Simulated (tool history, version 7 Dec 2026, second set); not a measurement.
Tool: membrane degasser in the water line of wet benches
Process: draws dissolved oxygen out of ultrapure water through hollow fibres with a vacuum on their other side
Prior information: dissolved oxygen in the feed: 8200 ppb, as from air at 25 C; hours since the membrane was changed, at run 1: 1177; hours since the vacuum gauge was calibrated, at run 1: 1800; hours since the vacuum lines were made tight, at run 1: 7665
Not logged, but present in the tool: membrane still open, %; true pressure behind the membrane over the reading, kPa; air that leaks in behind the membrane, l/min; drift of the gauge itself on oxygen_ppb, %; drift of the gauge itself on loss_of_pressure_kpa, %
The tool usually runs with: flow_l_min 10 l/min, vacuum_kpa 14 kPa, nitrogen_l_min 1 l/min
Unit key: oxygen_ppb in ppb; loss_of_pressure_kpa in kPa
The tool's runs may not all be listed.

run   hour  flow_l_min  vacuum_kpa  nitrogen_l_min  hours since the membrane was changed  hours since the vacuum gauge was calibrated  hours since the vacuum lines were made tight  oxygen_ppb  loss_of_pressure_kpa
  1      0          10          14               1                                  1177                                         1800                                          7665       442.5                 68.08
  2   48.5          10          14               1                                  1225                                         1849                                          7714       444.6                 68.32
  3   77.6          10          14               1                                  1254                                         1878                                          7743       447.1                  68.3
  4  125.4          10          14               1                                  1302                                         1925                                          7790       445.8                 68.17
  5  170.2          10          14               1                                  1347                                         1970                                          7835       443.1                 68.48
  6  208.7          10          14               1                                  1385                                         2009                                          7874       448.7                 69.09
  7  242.4          10          14               1                                  1419                                         2043                                          7907       441.2                 68.72
  8  290.4          10          14               1                                  1467                                         2091                                          7955       453.5                 68.37
  9  345.8          10         9.2               1                                  1523                                         2146                                          8011       343.2                 68.58
 10  389.6          10         9.2               1                                  1566                                         2190                                          8055       349.8                 68.56
 11  429.3          10         9.2               1                                  1606                                         2229                                          8094       341.8                 69.23
 12  494.2          10         9.2               1                                  1671                                         2294                                          8159       339.9                 69.18
 13  536.1          10          14               1                                  1713                                         2336                                          8201       442.2                 69.28
 14  593.8          10          14               1                                  1771                                         2394                                          8259       442.7                  69.2
 15  655.1          10          14               1                                  1832                                         2455                                          8320       442.7                 69.26
     688.1  -- seals of the vacuum lines changed
 16  688.1          10          14               1                                  1863                                         2486                                             0       442.6                 68.94
 17  755.9          10        18.1            0.52                                  1931                                         2554                                            68         788                 69.56
 18  803.4          10        18.1            0.52                                  1978                                         2602                                           115         777                 69.76

The next listed run, before its measurement:
 19  857.8          10          14               1                                  2033                                         2656                                           170           ?                     ?

{"run 19": {"oxygen_ppb": 449.7, "loss_of_pressure_kpa": 69.54}}
On a tool with no hidden condition, and with the same random variation, this run would have come out at oxygen_ppb 449.3 ppb, loss_of_pressure_kpa 68.23 kPa.

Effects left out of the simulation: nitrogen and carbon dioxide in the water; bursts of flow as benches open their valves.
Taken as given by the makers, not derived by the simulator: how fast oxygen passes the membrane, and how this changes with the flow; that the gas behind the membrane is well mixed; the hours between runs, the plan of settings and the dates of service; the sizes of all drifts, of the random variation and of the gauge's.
